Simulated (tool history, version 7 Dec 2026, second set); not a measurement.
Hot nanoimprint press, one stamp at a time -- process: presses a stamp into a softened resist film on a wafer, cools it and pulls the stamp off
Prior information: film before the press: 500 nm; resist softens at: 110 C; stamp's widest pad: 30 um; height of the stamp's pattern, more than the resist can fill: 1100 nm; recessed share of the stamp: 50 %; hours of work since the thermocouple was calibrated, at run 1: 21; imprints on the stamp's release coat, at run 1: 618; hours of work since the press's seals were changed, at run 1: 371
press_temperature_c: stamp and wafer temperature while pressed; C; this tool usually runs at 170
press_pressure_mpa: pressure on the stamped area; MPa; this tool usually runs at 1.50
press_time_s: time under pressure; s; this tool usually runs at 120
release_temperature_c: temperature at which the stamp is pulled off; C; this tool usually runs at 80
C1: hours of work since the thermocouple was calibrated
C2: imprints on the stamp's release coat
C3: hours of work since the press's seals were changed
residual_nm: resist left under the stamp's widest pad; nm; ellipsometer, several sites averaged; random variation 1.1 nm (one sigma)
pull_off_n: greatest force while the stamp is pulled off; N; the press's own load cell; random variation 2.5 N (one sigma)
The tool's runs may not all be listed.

{"run": 1, "day": 0.0, "press_temperature_c": 170, "press_pressure_mpa": 1.5, "press_time_s": 120, "release_temperature_c": 80, "C1": 21, "C2": 618, "C3": 371, "residual_nm": 271.9, "pull_off_n": 242}
{"run": 2, "day": 1.296, "press_temperature_c": 161, "press_pressure_mpa": 1.5, "press_time_s": 120, "release_temperature_c": 80, "C1": 45, "C2": 811, "C3": 395, "residual_nm": 390.0, "pull_off_n": 237}
{"day": 2.379, "done": "stamp cleaned and given a new release coat"}
{"run": 3, "day": 3.262, "press_temperature_c": 161, "press_pressure_mpa": 1.5, "press_time_s": 120, "release_temperature_c": 68, "C1": 78, "C2": 131, "C3": 428, "residual_nm": 390.0, "pull_off_n": 311}
{"run": 4, "day": 4.575, "press_temperature_c": 161, "press_pressure_mpa": 1.5, "press_time_s": 120, "release_temperature_c": 68, "C1": 103, "C2": 326, "C3": 453, "residual_nm": 389.1, "pull_off_n": 309}
{"run": 5, "day": 7.221, "press_temperature_c": 170, "press_pressure_mpa": 1.5, "press_time_s": 120, "release_temperature_c": 80, "C1": 153, "C2": 721, "C3": 503, "residual_nm": 271.1, "pull_off_n": 236}
{"day": 8.058, "done": "press's hydraulic seals changed and the load cell set to zero"}
{"day": 9.258, "done": "stamp cleaned and given a new release coat"}
{"run": 6, "day": 10.45, "press_temperature_c": 170, "press_pressure_mpa": 1.5, "press_time_s": 120, "release_temperature_c": 80, "C1": 203, "C2": 178, "C3": 41, "residual_nm": 271.7, "pull_off_n": 241}
{"run": 7, "day": 12.358, "press_temperature_c": 170, "press_pressure_mpa": 1.5, "press_time_s": 120, "release_temperature_c": 80, "C1": 239, "C2": 462, "C3": 77, "residual_nm": 270.9, "pull_off_n": 241}
{"run": 8, "day": 14.862, "press_temperature_c": 170, "press_pressure_mpa": 1.5, "press_time_s": 120, "release_temperature_c": 80, "C1": 287, "C2": 835, "C3": 124, "residual_nm": 269.7, "pull_off_n": 236}
{"day": 15.704, "done": "stamp cleaned and given a new release coat"}
{"run": 9, "day": 17.462, "press_temperature_c": 170, "press_pressure_mpa": 1.5, "press_time_s": 120, "release_temperature_c": 80, "C1": 331, "C2": 262, "C3": 169, "residual_nm": 269.1, "pull_off_n": 234}
{"run": 10, "day": 20.292, "press_temperature_c": 170, "press_pressure_mpa": 1.5, "press_time_s": 120, "release_temperature_c": 80, "C1": 385, "C2": 683, "C3": 223, "residual_nm": 269.7, "pull_off_n": 239}
{"day": 21.638, "done": "plate thermocouple calibrated"}
{"day": 22.262, "done": "stamp cleaned and given a new release coat"}
{"run": 11, "day": 23.058, "press_temperature_c": 170, "press_pressure_mpa": 1.5, "press_time_s": 120, "release_temperature_c": 80, "C1": 22, "C2": 118, "C3": 268, "residual_nm": 267.8, "pull_off_n": 241}
{"run": 12, "day": 25.088, "press_temperature_c": 170, "press_pressure_mpa": 1.5, "press_time_s": 120, "release_temperature_c": 80, "C1": 61, "C2": 421, "C3": 307, "residual_nm": 267.5, "pull_off_n": 238}
{"run": 13, "day": 26.642, "press_temperature_c": 170, "press_pressure_mpa": 1.5, "press_time_s": 120, "release_temperature_c": 80, "C1": 90, "C2": 652, "C3": 336, "residual_nm": 266.8, "pull_off_n": 233}
{"day": 28.829, "done": "stamp cleaned and given a new release coat"}
{"run": 14, "day": 29.146, "press_temperature_c": 170, "press_pressure_mpa": 1.5, "press_time_s": 120, "release_temperature_c": 80, "C1": 133, "C2": 47, "C3": 379, "residual_nm": 268.4, "pull_off_n": 242}
{"run": 15, "day": 30.5, "press_temperature_c": 170, "press_pressure_mpa": 1.5, "press_time_s": 120, "release_temperature_c": 80, "C1": 159, "C2": 248, "C3": 404, "residual_nm": 267.5, "pull_off_n": 235}
{"run": 16, "day": 32.879, "press_temperature_c": 166, "press_pressure_mpa": 1.5, "press_time_s": 120, "release_temperature_c": 82, "C1": 204, "C2": 603, "C3": 450, "residual_nm": 320.7, "pull_off_n": 222}
{"run": 17, "day": 34.504, "press_temperature_c": 166, "press_pressure_mpa": 1.5, "press_time_s": 84, "release_temperature_c": 66, "C1": 235, "C2": 845, "C3": 480, "residual_nm": 347.0, "pull_off_n": 322}
{"day": 35.312, "done": "stamp cleaned and given a new release coat"}
{"day": 36.929, "done": "press's hydraulic seals changed and the load cell set to zero"}
{"run": 18, "day": 37.758, "press_temperature_c": 172, "press_pressure_mpa": 1.32, "press_time_s": 218, "release_temperature_c": 80, "C1": 285, "C2": 315, "C3": 16, "residual_nm": 201.8, "pull_off_n": 237}
{"run": 19, "day": 40.379, "press_temperature_c": 170, "press_pressure_mpa": 1.73, "press_time_s": 120, "release_temperature_c": 80, "C1": 335, "C2": 705, "C3": 65, "residual_nm": 254.8, "pull_off_n": 240}
{"day": 42.188, "done": "stamp cleaned and given a new release coat"}
{"run": 20, "day": 42.883, "press_temperature_c": 170, "press_pressure_mpa": 1.73, "press_time_s": 120, "release_temperature_c": 80, "C1": 378, "C2": 104, "C3": 108, "residual_nm": 252.3, "pull_off_n": 235}
{"day": 44.704, "done": "plate thermocouple calibrated"}
{"run": 21, "day": 45.588, "press_temperature_c": 170, "press_pressure_mpa": 1.73, "press_time_s": 120, "release_temperature_c": 80, "C1": 17, "C2": 488, "C3": 157, "residual_nm": 252.3, "pull_off_n": 238}
{"run": 22, "day": 48.171, "press_temperature_c": 170, "press_pressure_mpa": 1.73, "press_time_s": 120, "release_temperature_c": 80, "C1": 66, "C2": 873, "C3": 206, "residual_nm": 253.0, "pull_off_n": 244}
{"day": 48.754, "done": "stamp cleaned and given a new release coat"}
{"run": 23, "day": 50.721, "press_temperature_c": 160, "press_pressure_mpa": 1.61, "press_time_s": 120, "release_temperature_c": 80, "C1": 109, "C2": 293, "C3": 250, "residual_nm": 388.8, "pull_off_n": 236}
{"run": 24, "day": 52.65, "press_temperature_c": 170, "press_pressure_mpa": 1.74, "press_time_s": 120, "release_temperature_c": 71, "C1": 146, "C2": 581, "C3": 286, "residual_nm": 252.1, "pull_off_n": 289}
{"run": 25, "day": 54.233, "press_temperature_c": 170, "press_pressure_mpa": 1.5, "press_time_s": 120, "release_temperature_c": 79, "C1": 176, "C2": 816, "C3": 316, "residual_nm": 266.9, "pull_off_n": 243}
{"day": 55.229, "done": "stamp cleaned and given a new release coat"}
{"run": 26, "day": 57.158, "press_temperature_c": 170, "press_pressure_mpa": 1.5, "press_time_s": 120, "release_temperature_c": 79, "C1": 227, "C2": 288, "C3": 367, "residual_nm": 264.5, "pull_off_n": 244}
{"run": 27, "day": 58.95, "press_temperature_c": 170, "press_pressure_mpa": 1.5, "press_time_s": 120, "release_temperature_c": 79, "C1": 261, "C2": 555, "C3": 401, "residual_nm": 264.2, "pull_off_n": 241}
{"run": 28, "day": 60.242, "press_temperature_c": 170, "press_pressure_mpa": 1.5, "press_time_s": 120, "release_temperature_c": 79, "C1": 285, "C2": 747, "C3": 426, "residual_nm": 264.4, "pull_off_n": 244}

Below are 5 alternative next runs, each starting from the tool's condition after run 28. Predict each:
{"day": 61.829, "done": "stamp cleaned and given a new release coat"}
{"run": "A", "day": 62.35, "press_temperature_c": 170, "press_pressure_mpa": 1.17, "press_time_s": 66, "release_temperature_c": 67, "C1": 321, "C2": 78, "C3": 461, "residual_nm": "?", "pull_off_n": "?"}
{"day": 61.829, "done": "stamp cleaned and given a new release coat"}
{"run": "B", "day": 62.35, "press_temperature_c": 170, "press_pressure_mpa": 1.5, "press_time_s": 85, "release_temperature_c": 80, "C1": 321, "C2": 78, "C3": 461, "residual_nm": "?", "pull_off_n": "?"}
{"day": 61.829, "done": "stamp cleaned and given a new release coat"}
{"run": "C", "day": 62.35, "press_temperature_c": 170, "press_pressure_mpa": 2.17, "press_time_s": 176, "release_temperature_c": 87, "C1": 321, "C2": 78, "C3": 461, "residual_nm": "?", "pull_off_n": "?"}
{"day": 61.829, "done": "stamp cleaned and given a new release coat"}
{"run": "D", "day": 62.35, "press_temperature_c": 170, "press_pressure_mpa": 1.5, "press_time_s": 120, "release_temperature_c": 66, "C1": 321, "C2": 78, "C3": 461, "residual_nm": "?", "pull_off_n": "?"}
{"day": 61.829, "done": "stamp cleaned and given a new release coat"}
{"run": "E", "day": 62.35, "press_temperature_c": 170, "press_pressure_mpa": 1.5, "press_time_s": 120, "release_temperature_c": 73, "C1": 321, "C2": 78, "C3": 461, "residual_nm": "?", "pull_off_n": "?"}

run=A residual_nm=341.0 pull_off_n=315
run=B residual_nm=296.3 pull_off_n=236
run=C residual_nm=196.8 pull_off_n=197
run=D residual_nm=262.8 pull_off_n=321
run=E residual_nm=264.8 pull_off_n=279
Take away the tool's hidden state, keep each run's random variation, and the runs would have read:
run=A residual_nm=350.9 pull_off_n=315
run=B residual_nm=304.9 pull_off_n=236
run=C residual_nm=202.6 pull_off_n=197
run=D residual_nm=270.5 pull_off_n=321
run=E residual_nm=272.6 pull_off_n=280

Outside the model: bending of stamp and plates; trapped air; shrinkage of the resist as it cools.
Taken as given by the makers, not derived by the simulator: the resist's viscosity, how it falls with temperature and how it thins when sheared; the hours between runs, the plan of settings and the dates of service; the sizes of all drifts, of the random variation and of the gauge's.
